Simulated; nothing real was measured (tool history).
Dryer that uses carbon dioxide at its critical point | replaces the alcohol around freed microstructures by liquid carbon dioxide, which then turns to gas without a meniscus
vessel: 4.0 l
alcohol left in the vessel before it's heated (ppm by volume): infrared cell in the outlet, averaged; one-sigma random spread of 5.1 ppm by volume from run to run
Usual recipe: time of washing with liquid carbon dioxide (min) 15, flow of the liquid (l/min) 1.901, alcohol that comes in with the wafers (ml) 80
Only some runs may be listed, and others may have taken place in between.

run,hour,time of washing with liquid carbon dioxide (min),flow of the liquid (l/min),alcohol that comes in with the wafers (ml),alcohol left in the vessel before it's heated (ppm by volume)
1,0.0,15,1.901,80,117
2,26.2,15,1.901,80,115
3,47.5,15,1.901,80,120
4,67.2,15,1.901,80,120
5,79.7,15,1.901,80,126
6,99.8,15,1.901,80,113
7,119.0,15,1.901,80,125
8,141.9,15,1.901,80,124
9,159.3,15,1.901,80,119
10,171.7,15,1.901,80,114
11,189.2,15,1.901,48,105
12,215.3,15,1.901,80,127
13,235.6,15,1.901,80,138
14,246.7,15,1.901,80,144
15,271.3,9,1.901,80,749
16,291.4,9,1.901,80,755
17,306.1,9,1.901,80,779
18,327.2,15,1.901,80,156
19,340.6,15,1.901,41,114
20,364.3,15,1.901,80,152
21,389.3,15,1.901,80,154
22,412.7,15,1.901,80,158
23,432.2,15,1.901,80,162
24,444.6,15,1.901,80,164
25,456.2,15,1.901,80,163
26,472.8,15,1.900,79,169
27,495.1,15,1.900,79,168
28,518.0,19,1.370,80,241

Run 29 is up next; what results do you expect?
# hour 532.3: inlet filter changed
29,535.8,23,1.300,72,?

alcohol left in the vessel before it's heated (ppm by volume): 135
Take away the tool's hidden state, keep the run-to-run variation as it was, and the same run would have given alcohol left in the vessel before it's heated (ppm by volume) 45.
